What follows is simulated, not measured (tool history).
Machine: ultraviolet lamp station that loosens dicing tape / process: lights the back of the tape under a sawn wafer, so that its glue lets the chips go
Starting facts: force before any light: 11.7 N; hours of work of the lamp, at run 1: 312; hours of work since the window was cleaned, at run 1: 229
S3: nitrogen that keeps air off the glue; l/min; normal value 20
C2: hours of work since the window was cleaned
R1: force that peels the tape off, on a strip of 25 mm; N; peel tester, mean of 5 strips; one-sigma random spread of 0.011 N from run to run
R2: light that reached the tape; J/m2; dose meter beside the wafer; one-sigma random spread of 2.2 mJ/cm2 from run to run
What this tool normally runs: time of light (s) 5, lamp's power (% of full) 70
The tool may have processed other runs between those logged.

Run 1, hour 0: usual settings; hours of work of the lamp 312; C2 229. Result: R1 0.693 N, R2 1700 J/m2.
Run 2, hour 14.4: usual settings; hours of work of the lamp 319; C2 237. Result: R1 0.649 N, R2 1700 J/m2.
Run 3, hour 38.9: usual settings but S3 11 l/min; hours of work of the lamp 332; C2 250. Result: R1 1.082 N, R2 1720 J/m2.
Run 4, hour 65: usual settings but S3 11 l/min; hours of work of the lamp 346; C2 263. Result: R1 1.094 N, R2 1670 J/m2.
Run 5, hour 85.6: usual settings; hours of work of the lamp 357; C2 274. Result: R1 0.704 N, R2 1690 J/m2.
Run 6, hour 104.7: usual settings but S3 13 l/min; hours of work of the lamp 367; C2 284. Result: R1 0.976 N, R2 1650 J/m2.
Run 7, hour 129.9: usual settings but S3 13 l/min; hours of work of the lamp 380; C2 298. Result: R1 0.999 N, R2 1650 J/m2.
Run 8, hour 149.9: usual settings but S3 19 l/min; hours of work of the lamp 391; C2 308. Result: R1 0.76 N, R2 1680 J/m2.
Run 9, hour 165.1: usual settings but S3 19 l/min; hours of work of the lamp 399; C2 316. Result: R1 0.745 N, R2 1660 J/m2.
Run 10, hour 184.4: usual settings; hours of work of the lamp 409; C2 326. Result: R1 0.711 N, R2 1660 J/m2.
Run 11, hour 204.6: usual settings; hours of work of the lamp 420; C2 337. Result: R1 0.715 N, R2 1670 J/m2.
Run 12, hour 216: usual settings; hours of work of the lamp 426; C2 343. Result: R1 0.728 N, R2 1650 J/m2.
Run 13, hour 231.2: usual settings; hours of work of the lamp 434; C2 351. Result: R1 0.735 N, R2 1640 J/m2.
Run 14, hour 258.4: usual settings; hours of work of the lamp 448; C2 366. Result: R1 0.736 N, R2 1640 J/m2.
At hour 261.9: window cleaned of glue's vapour.
Run 15, hour 279.7: usual settings; hours of work of the lamp 459; C2 9. Result: R1 0.781 N, R2 1610 J/m2.
Run 16, hour 291: usual settings; hours of work of the lamp 465; C2 15. Result: R1 0.784 N, R2 1600 J/m2.
Run 17, hour 306.2: usual settings; hours of work of the lamp 473; C2 23. Result: R1 0.794 N, R2 1580 J/m2.
Run 18, hour 318.8: usual settings; hours of work of the lamp 480; C2 30. Result: R1 0.764 N, R2 1560 J/m2.
Run 19, hour 337.2: usual settings; hours of work of the lamp 490; C2 40. Result: R1 0.788 N, R2 1610 J/m2.
Run 20, hour 349.2: usual settings but time of light (s) 4, lamp's power (% of full) 65; hours of work of the lamp 496; C2 46. Result: R1 1.578 N, R2 1190 J/m2.
Run 21, hour 365.7: usual settings but time of light (s) 4, lamp's power (% of full) 65; hours of work of the lamp 505; C2 55. Result: R1 1.568 N, R2 1130 J/m2.
Run 22, hour 379.4: usual settings but time of light (s) 8, lamp's power (% of full) 72, S3 37 l/min; hours of work of the lamp 512; C2 62. Result: R1 0.131 N, R2 2610 J/m2.
Run 23, hour 397.8: usual settings but time of light (s) 8, lamp's power (% of full) 72, S3 37 l/min; hours of work of the lamp 522; C2 72. Result: R1 0.132 N, R2 2590 J/m2.
At hour 418.5: window cleaned of glue's vapour, once more.
Run 24, hour 425.8: usual settings but time of light (s) 8, lamp's power (% of full) 99, S3 8 l/min; hours of work of the lamp 536; C2 4. Result: R1 0.16 N, R2 3840 J/m2.
Run 25, hour 437.9: usual settings but time of light (s) 8, lamp's power (% of full) 99, S3 8 l/min; hours of work of the lamp 543; C2 10. Result: R1 0.169 N, R2 3800 J/m2.
Run 26, hour 451.6: usual settings but time of light (s) 7, lamp's power (% of full) 89, S3 21 l/min; hours of work of the lamp 550; C2 18. Result: R1 0.119 N, R2 2990 J/m2.
Run 27, hour 473.5: usual settings but time of light (s) 7, lamp's power (% of full) 89, S3 21 l/min; hours of work of the lamp 561; C2 29. Result: R1 0.117 N, R2 2990 J/m2.
Run 28, hour 501.2: usual settings but time of light (s) 3, lamp's power (% of full) 68, S3 13 l/min; hours of work of the lamp 576; C2 44. Result: R1 2.725 N, R2 970 J/m2.
Run 29, hour 518.6: usual settings but time of light (s) 3, lamp's power (% of full) 63, S3 24 l/min; hours of work of the lamp 585; C2 53. Result: R1 2.342 N, R2 880 J/m2.
Run 30, hour 535.8: usual settings but time of light (s) 3, lamp's power (% of full) 63, S3 10 l/min; hours of work of the lamp 594; C2 62. Result: R1 3.451 N, R2 890 J/m2.
Run 31, hour 548: usual settings but time of light (s) 3, lamp's power (% of full) 63, S3 10 l/min; hours of work of the lamp 601; C2 68. Result: R1 3.506 N, R2 910 J/m2.
Run 32, hour 564.5: usual settings but time of light (s) 2, lamp's power (% of full) 69, S3 8 l/min; hours of work of the lamp 609; C2 77. Result: R1 5.132 N, R2 670 J/m2.
Run 33, hour 576.1: usual settings but time of light (s) 6, S3 15 l/min; hours of work of the lamp 616; C2 83. Result: R1 0.58 N, R2 1970 J/m2.
Run 34, hour 600.8: usual settings but time of light (s) 8, lamp's power (% of full) 98, S3 7 l/min; hours of work of the lamp 629; C2 96. Result: R1 0.203 N, R2 3670 J/m2.
Run 35, hour 616.6: usual settings but time of light (s) 8, lamp's power (% of full) 98, S3 7 l/min; hours of work of the lamp 637; C2 105. Result: R1 0.211 N, R2 3610 J/m2.

Below, each run's measurement less what the same run would have read without the hidden state. Both values contain the same run-to-run variation, but the gauge's scatter may not be the same in both:
The tool's hidden condition here consists of: lamp's light, % of a new lamp's; light that the window lets through, % of a clean one's; drift of the gauge itself on peel_n, %; drift of the gauge itself on dose_mj_cm2, %.
run      R1    R2
  1  +0.169  -190
  2  +0.166  -190
  3  +0.251  -200
  4  +0.262  -200
  5  +0.195  -210
  6  +0.255  -210
  7  +0.268  -220
  8  +0.224  -230
  9  +0.222  -230
 10   +0.22  -230
 11  +0.223  -250
 12   +0.23  -250
 13  +0.235  -250
 14  +0.243  -260
 15  +0.294  -310
 16  +0.298  -310
 17  +0.303  -310
 18  +0.297  -310
 19  +0.307  -310
 20  +0.512  -240
 21  +0.514  -240
 22   +0.04  -540
 23  +0.041  -540
 24  +0.042  -490
 25  +0.045  -500
 26  +0.029  -400
 27  +0.032  -410
 28  +0.503  -140
 29  +0.489  -130
 30  +0.569  -140
 31  +0.584  -140
 32  +0.609  -100
 33  +0.201  -310
 34   +0.07  -600
 35  +0.074  -610
